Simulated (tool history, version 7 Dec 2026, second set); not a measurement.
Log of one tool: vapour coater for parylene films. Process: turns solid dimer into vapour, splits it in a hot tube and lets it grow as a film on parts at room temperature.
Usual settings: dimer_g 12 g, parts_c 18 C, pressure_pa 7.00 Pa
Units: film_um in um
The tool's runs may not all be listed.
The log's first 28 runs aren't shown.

run	day	dimer_g	parts_c	pressure_pa	hours of work since the trap's valve was overhauled	hours of work since the table's thermometer was calibrated	film_um
29	38.933	7	27	5.81	118	325	1.25
30	40.154	9	25	9.16	143	349	1.67
31	41.500	9	25	9.16	170	377	1.66
32	42.975	12	21	3.42	200	406	2.68
33	44.538	14	18	5.11	231	438	3.28
34	46.188	12	29	7.00	265	471	2.05
# day 46.946: gauge calibrated
35	47.604	13	27	7.00	293	500	2.30
36	49.192	13	11	2.93	326	532	3.80
37	50.808	15	11	2.93	358	565	4.36
# day 51.583: trap's valve overhauled
38	52.567	12	20	7.00	20	597	2.56

The next listed run, before its measurement:
39	54.004	16	18	2.02	49	626	?

Run 39 gave film_um 4.02 um.
Without the tool's hidden state the same run would have given film_um 4.00 um.
